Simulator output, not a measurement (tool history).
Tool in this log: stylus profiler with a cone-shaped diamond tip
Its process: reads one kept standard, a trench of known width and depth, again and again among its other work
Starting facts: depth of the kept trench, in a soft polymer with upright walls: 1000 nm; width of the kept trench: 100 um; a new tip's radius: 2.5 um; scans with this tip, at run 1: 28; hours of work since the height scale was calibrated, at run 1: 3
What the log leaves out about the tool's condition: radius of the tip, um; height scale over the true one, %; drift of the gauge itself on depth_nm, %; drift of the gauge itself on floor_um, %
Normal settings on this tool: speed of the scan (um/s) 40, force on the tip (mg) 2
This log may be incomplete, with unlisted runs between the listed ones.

run    hour  speed of the scan (um/s)  force on the tip (mg)  scans with this tip  hours of work since the height scale was calibrated  depth of the trench (angstrom)  width of the trench's floor (nm)
  1       0                        40                      2                   28                                                    3                         10085.7                             95720
  2    64.7                        40                    1.5                  362                                                   34                         10068.9                             95680
  3   144.3                        40                    1.5                  771                                                   72                         10067.4                             95590
  4   195.9                        40                    1.5                 1037                                                   97                         10064.6                             95570
  5   236.9                        19                    1.5                 1248                                                  117                         10066.9                             95660
  6   293.4                        19                    1.5                 1540                                                  144                         10065.8                             95660
  7   364.8                        40                   2.08                 1908                                                  179                         10081.6                             95490
  8   440.2                        40                      2                 2296                                                  215                         10077.5                             95470
  9   520.9                        40                   0.82                 2712                                                  254                         10031.3                             95290
 10   572.3                        87                   0.82                 2977                                                  279                         10032.1                             94940
 11   631.7                        40                   1.88                 3282                                                  307                         10073.7                             95340
 12   707.3                        16                      2                 3672                                                  344                         10070.1                             95430
 13   751.4                        16                      2                 3899                                                  365                         10068.9                             95390
 14   787.6                        40                   1.07                 4086                                                  382                         10042.5                             95180
 15   841.3                        40                   1.07                 4362                                                  408                         10037.9                             95100
 16   895.6                        40                   1.07                 4642                                                  435                         10034.8                             95090
 17     958                        15                      2                 4964                                                  465                         10065.5                             95310
 18     996                        40                      2                 5159                                                  483                         10065.2                             95130
     1002.7  -- height scale calibrated on a step standard
 19  1029.3                        40                      2                 5329                                                   13                         10060.6                             95120
 20  1077.7                        40                      2                 5578                                                   36                         10060.9                             95090
 21  1143.7                        40                      2                 5918                                                   68                         10062.1                             95040
 22  1182.4                        40                      2                 6117                                                   87                         10060.3                             95070
 23  1221.1                        40                      2                 6316                                                  105                         10058.3                             95060
 24    1269                        40                      2                 6563                                                  128                         10053.6                             95000
 25  1315.8                        40                      2                 6804                                                  151                         10059.9                             95020
 26  1360.9                        31                   0.85                 7036                                                  173                         10015.9                             94950
     1397.5  -- height scale calibrated on a step standard, once more
 27  1409.2                        87                   4.12                 7283                                                    6                         10139.4                             94820
 28  1450.5                        87                   4.12                 7496                                                   26                         10143.4                             94840
 29  1513.9                        87                   4.12                 7822                                                   56                         10138.8                             94770
 30  1589.1                       116                   1.27                 8209                                                   92                         10060.8                             94290
 31  1624.2                        21                   2.52                 8391                                                  109                         10097.7                             94890
 32  1684.2                        13                   1.99                 8700                                                  138                           10077                             94900
 33  1721.7                       132                    0.8                 8893                                                  156                         10037.5                             94010

Estimate the outcome of run 34 from the log above:
 34  1792.6                       132                    0.8                 9258                                                  191                               ?                                 ?

For run 34 the tool returned depth of the trench (angstrom) 10043, width of the trench's floor (nm) 93920.
Had the tool carried no hidden state, the very same run would have given depth of the trench (angstrom) 10052.6, width of the trench's floor (nm) 95000.
